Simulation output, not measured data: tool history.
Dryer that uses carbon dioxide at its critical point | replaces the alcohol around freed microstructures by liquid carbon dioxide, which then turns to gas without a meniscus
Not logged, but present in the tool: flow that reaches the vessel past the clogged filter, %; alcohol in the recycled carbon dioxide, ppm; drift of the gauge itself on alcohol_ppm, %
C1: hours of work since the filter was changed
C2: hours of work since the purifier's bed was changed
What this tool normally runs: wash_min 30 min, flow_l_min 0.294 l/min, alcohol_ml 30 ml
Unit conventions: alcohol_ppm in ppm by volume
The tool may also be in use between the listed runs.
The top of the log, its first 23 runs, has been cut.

run 24 day=8.2 | wash_min=30 flow_l_min=0.294 alcohol_ml=30 | C1=195 C2=74 | alcohol_ppm=63
run 25 day=8.588 | wash_min=23 flow_l_min=0.348 alcohol_ml=76 | C1=198 C2=77 | alcohol_ppm=187
run 26 day=8.838 | wash_min=23 flow_l_min=0.348 alcohol_ml=76 | C1=200 C2=79 | alcohol_ppm=171
run 27 day=9.296 | wash_min=48 flow_l_min=0.476 alcohol_ml=38 | C1=204 C2=82 | alcohol_ppm=31
run 28 day=9.625 | wash_min=48 flow_l_min=0.476 alcohol_ml=38 | C1=206 C2=85 | alcohol_ppm=22
run 29 day=10.029 | wash_min=48 flow_l_min=0.476 alcohol_ml=38 | C1=209 C2=88 | alcohol_ppm=29
run 30 day=10.45 | wash_min=19 flow_l_min=0.294 alcohol_ml=49 | C1=213 C2=91 | alcohol_ppm=721
run 31 day=10.95 | wash_min=21 flow_l_min=0.294 alcohol_ml=21 | C1=217 C2=95 | alcohol_ppm=227
run 32 day=11.167 | wash_min=21 flow_l_min=0.294 alcohol_ml=21 | C1=218 C2=97 | alcohol_ppm=219
run 33 day=11.412 | wash_min=21 flow_l_min=0.294 alcohol_ml=21 | C1=220 C2=99 | alcohol_ppm=227
run 34 day=11.8 | wash_min=30 flow_l_min=0.389 alcohol_ml=67 | C1=223 C2=102 | alcohol_ppm=32
run 35 day=12.029 | wash_min=18 flow_l_min=0.178 alcohol_ml=36 | C1=225 C2=104 | alcohol_ppm=3492
run 36 day=12.504 | wash_min=18 flow_l_min=0.178 alcohol_ml=36 | C1=229 C2=107 | alcohol_ppm=3416
run 37 day=13.021 | wash_min=37 flow_l_min=0.178 alcohol_ml=86 | C1=233 C2=111 | alcohol_ppm=701
run 38 day=13.438 | wash_min=37 flow_l_min=0.178 alcohol_ml=86 | C1=236 C2=115 | alcohol_ppm=706
run 39 day=13.871 | wash_min=41 flow_l_min=0.294 alcohol_ml=30 | C1=239 C2=118 | alcohol_ppm=34
run 40 day=14.162 | wash_min=41 flow_l_min=0.334 alcohol_ml=30 | C1=242 C2=120 | alcohol_ppm=41
run 41 day=14.504 | wash_min=41 flow_l_min=0.181 alcohol_ml=30 | C1=244 C2=123 | alcohol_ppm=155
run 42 day=14.862 | wash_min=41 flow_l_min=0.181 alcohol_ml=30 | C1=247 C2=126 | alcohol_ppm=166
run 43 day=15.346 | wash_min=19 flow_l_min=0.191 alcohol_ml=30 | C1=251 C2=130 | alcohol_ppm=2164
run 44 day=15.829 | wash_min=32 flow_l_min=0.241 alcohol_ml=30 | C1=255 C2=133 | alcohol_ppm=128
run 45 day=16.225 | wash_min=43 flow_l_min=0.215 alcohol_ml=91 | C1=258 C2=136 | alcohol_ppm=147
run 46 day=16.488 | wash_min=28 flow_l_min=0.311 alcohol_ml=30 | C1=260 C2=139 | alcohol_ppm=77
run 47 day=16.75 | wash_min=34 flow_l_min=0.324 alcohol_ml=30 | C1=262 C2=141 | alcohol_ppm=47

Below are 4 alternative next runs, each starting from the tool's condition after run 47. Predict each:
run A day=17.058 | wash_min=30 flow_l_min=0.26 alcohol_ml=30 | C1=264 C2=143 | alcohol_ppm=?
run B day=17.058 | wash_min=38 flow_l_min=0.224 alcohol_ml=30 | C1=264 C2=143 | alcohol_ppm=?
run C day=17.058 | wash_min=34 flow_l_min=0.195 alcohol_ml=30 | C1=264 C2=143 | alcohol_ppm=?
run D day=17.058 | wash_min=33 flow_l_min=0.4 alcohol_ml=71 | C1=264 C2=143 | alcohol_ppm=?

run=A alcohol_ppm=131
run=B alcohol_ppm=95
run=C alcohol_ppm=277
run=D alcohol_ppm=37
With no hidden state in the tool, these same runs would have given:
run=A alcohol_ppm=60
run=B alcohol_ppm=36
run=C alcohol_ppm=157
run=D alcohol_ppm=3
